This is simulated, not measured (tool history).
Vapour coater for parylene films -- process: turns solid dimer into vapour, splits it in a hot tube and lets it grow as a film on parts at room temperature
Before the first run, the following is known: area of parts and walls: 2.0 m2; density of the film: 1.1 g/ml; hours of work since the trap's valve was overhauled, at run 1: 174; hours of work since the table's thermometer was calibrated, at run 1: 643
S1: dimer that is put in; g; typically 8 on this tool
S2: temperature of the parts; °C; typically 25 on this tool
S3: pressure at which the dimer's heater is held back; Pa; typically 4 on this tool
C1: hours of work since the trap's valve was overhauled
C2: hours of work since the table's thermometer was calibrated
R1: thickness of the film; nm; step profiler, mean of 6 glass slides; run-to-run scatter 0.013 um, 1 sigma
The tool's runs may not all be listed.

Run 1, hour 0: usual settings; C1 174; C2 643. Result: R1 1570 nm.
Run 2, hour 81.1: usual settings but S3 6.79 Pa; C1 238; C2 706. Result: R1 1480 nm.
At hour 110.7: trap's valve overhauled.
Run 3, hour 128.4: usual settings but S3 6.79 Pa; C1 14; C2 739. Result: R1 1410 nm.
Run 4, hour 212.6: usual settings but S1 5 g, S3 6.79 Pa; C1 79; C2 805. Result: R1 860 nm.
Run 5, hour 255.2: usual settings but S1 5 g, S3 6.79 Pa; C1 112; C2 838. Result: R1 840 nm.
Run 6, hour 309.3: usual settings but S1 5 g, S3 6.79 Pa; C1 155; C2 880. Result: R1 800 nm.
Run 7, hour 344.4: usual settings but S1 5 g, S3 6.79 Pa; C1 182; C2 908. Result: R1 790 nm.
Run 8, hour 427.7: usual settings but S1 5 g, S3 6.79 Pa; C1 247; C2 972. Result: R1 770 nm.
At hour 442.1: trap's valve overhauled.
Run 9, hour 505.1: usual settings but S1 5 g, S3 6.79 Pa; C1 49; C2 1030. Result: R1 1030 nm.
Run 10, hour 547.6: usual settings but S2 32 °C; C1 82; C2 1063. Result: R1 1350 nm.
At hour 557.1: trap's valve overhauled, once more.
Run 11, hour 612.4: usual settings but S3 7.01 Pa; C1 43; C2 1110. Result: R1 1630 nm.
Run 12, hour 688.3: usual settings but S2 30 °C; C1 102; C2 1169. Result: R1 1420 nm.
Run 13, hour 762.6: usual settings but S2 30 °C; C1 160; C2 1227. Result: R1 1380 nm.
Run 14, hour 810.7: usual settings but S2 30 °C; C1 197; C2 1264. Result: R1 1350 nm.
Run 15, hour 868.9: usual settings but S2 30 °C; C1 243; C2 1310. Result: R1 1320 nm.
At hour 893.9: trap's valve overhauled.
Run 16, hour 955.6: usual settings but S2 30 °C; C1 48; C2 1374. Result: R1 1460 nm.
Run 17, hour 1012.6: usual settings but S2 17 °C; C1 92; C2 1419. Result: R1 2110 nm.
Run 18, hour 1047.9: usual settings but S2 17 °C, S3 4.32 Pa; C1 120; C2 1446. Result: R1 2070 nm.
Run 19, hour 1099.3: usual settings but S2 17 °C, S3 4.32 Pa; C1 160; C2 1486. Result: R1 2010 nm.
Run 20, hour 1164.3: usual settings but S2 17 °C, S3 4.32 Pa; C1 211; C2 1537. Result: R1 1970 nm.
Run 21, hour 1220.2: usual settings but S1 9 g; C1 254; C2 1580. Result: R1 1710 nm.
At hour 1231.6: trap's valve overhauled.
Run 22, hour 1304.4: usual settings but S1 9 g, S2 18 °C; C1 57; C2 1643. Result: R1 2320 nm.
Run 23, hour 1379: usual settings but S1 6 g, S2 35 °C; C1 115; C2 1701. Result: R1 900 nm.
Run 24, hour 1424.8: usual settings but S1 6 g, S2 35 °C; C1 150; C2 1736. Result: R1 880 nm.
At hour 1445.8: table's thermometer calibrated.
Run 25, hour 1478.4: usual settings but S1 13 g, S2 19 °C, S3 11.43 Pa; C1 191; C2 25. Result: R1 2850 nm.
Run 26, hour 1553.2: usual settings but S1 6 g, S2 19 °C, S3 8.29 Pa; C1 250; C2 84. Result: R1 1300 nm.
At hour 1565.2: trap's valve overhauled.
Run 27, hour 1643.7: usual settings but S1 13 g, S2 24 °C, S3 9.29 Pa; C1 61; C2 151. Result: R1 2670 nm.
Run 28, hour 1680.3: usual settings but S2 27 °C, S3 3.55 Pa; C1 90; C2 179. Result: R1 1560 nm.
Run 29, hour 1732.9: usual settings but S1 7 g, S2 27 °C, S3 3.55 Pa; C1 131; C2 220. Result: R1 1380 nm.
Run 30, hour 1795.3: usual settings but S1 12 g, S2 36 °C, S3 5.03 Pa; C1 179; C2 269. Result: R1 1670 nm.
Run 31, hour 1874.7: usual settings but S1 11 g, S2 32 °C; C1 241; C2 331. Result: R1 1730 nm.
At hour 1902.3: trap's valve overhauled.
Run 32, hour 1943.9: usual settings but S1 11 g, S2 32 °C; C1 32; C2 382. Result: R1 1900 nm.
Run 33, hour 2009.1: usual settings but S2 34 °C; C1 83; C2 432. Result: R1 1250 nm.
Run 34, hour 2087.9: usual settings but S1 5 g, S2 17 °C, S3 4.22 Pa; C1 144; C2 494. Result: R1 1300 nm.
Run 35, hour 2171: usual settings but S2 29 °C, S3 6.84 Pa; C1 209; C2 558. Result: R1 1340 nm.
Run 36, hour 2225.1: usual settings but S3 6.87 Pa; C1 251; C2 601. Result: R1 1480 nm.
At hour 2237: trap's valve overhauled.
Run 37, hour 2303.1: usual settings but S2 21 °C, S3 2.41 Pa; C1 52; C2 658. Result: R1 1960 nm.
Run 38, hour 2352.3: usual settings but S2 17 °C, S3 7.09 Pa; C1 90; C2 696. Result: R1 2030 nm.
Run 39, hour 2414.5: usual settings but S1 12 g, S2 17 °C, S3 5.5 Pa; C1 138; C2 745. Result: R1 3040 nm.
Run 40, hour 2462.1: usual settings but S1 12 g, S2 17 °C, S3 5.5 Pa; C1 175; C2 782. Result: R1 2980 nm.
Run 41, hour 2542.3: usual settings but S1 12 g, S2 32 °C, S3 5.35 Pa; C1 238; C2 844. Result: R1 1830 nm.
At hour 2568.2: trap's valve overhauled.
Run 42, hour 2604.6: usual settings but S1 11 g, S2 36 °C, S3 2.84 Pa; C1 28; C2 890. Result: R1 1710 nm.
Run 43, hour 2654.1: usual settings but S1 13 g, S2 33 °C; C1 67; C2 928. Result: R1 2120 nm.

Hidden state at the last listed run before each entry between runs and at the first one after, where it differs:
Run 2 -> run 3: trap's valve overhauled (hour 110.7)
  vapour lost through the trap's worn valve, %: 11.4 -> 15.7; true temperature of the parts over the reading, C: 0.09 -> 0.1
  measured minus no-state result, R1: -190 -> -260 nm
Run 8 -> run 9: trap's valve overhauled (hour 442.1)
  vapour lost through the trap's worn valve, %: 26.2 -> 2.2; true temperature of the parts over the reading, C: 0.17 -> 0.19
  measured minus no-state result, R1: -280 -> -30 nm
Run 10 -> run 11: trap's valve overhauled, once more (hour 557.1)
  vapour lost through the trap's worn valve, %: 3.7 -> 2.2; true temperature of the parts over the reading, C: 0.2 -> 0.22
  measured minus no-state result, R1: -60 -> -50 nm
Run 15 -> run 16: trap's valve overhauled (hour 893.9)
  vapour lost through the trap's worn valve, %: 11.6 -> 2.8; true temperature of the parts over the reading, C: 0.29 -> 0.31
  measured minus no-state result, R1: -190 -> -50 nm
Run 21 -> run 22: trap's valve overhauled (hour 1231.6)
  vapour lost through the trap's worn valve, %: 12.3 -> 2.9; true temperature of the parts over the reading, C: 0.37 -> 0.4
  measured minus no-state result, R1: -260 -> -100 nm
Run 24 -> run 25: table's thermometer calibrated (hour 1445.8)
  vapour lost through the trap's worn valve, %: 7.4 -> 9.1; true temperature of the parts over the reading, C: 0.43 -> 0.05
  measured minus no-state result, R1: -80 -> -290 nm
Run 26 -> run 27: trap's valve overhauled (hour 1565.2)
  vapour lost through the trap's worn valve, %: 11.9 -> 3; true temperature of the parts over the reading, C: 0.07 -> 0.1
  measured minus no-state result, R1: -180 -> -100 nm
Run 31 -> run 32: trap's valve overhauled (hour 1902.3)
  vapour lost through the trap's worn valve, %: 11.2 -> 1.7; true temperature of the parts over the reading, C: 0.15 -> 0.17
  measured minus no-state result, R1: -230 -> -50 nm
Run 36 -> run 37: trap's valve overhauled (hour 2237)
  vapour lost through the trap's worn valve, %: 11.6 -> 2.7; true temperature of the parts over the reading, C: 0.24 -> 0.26
  measured minus no-state result, R1: -200 -> -80 nm
Run 41 -> run 42: trap's valve overhauled (hour 2568.2)
  vapour lost through the trap's worn valve, %: 11.1 -> 1.4; true temperature of the parts over the reading, C: 0.32 -> 0.34
  measured minus no-state result, R1: -240 -> -40 nm
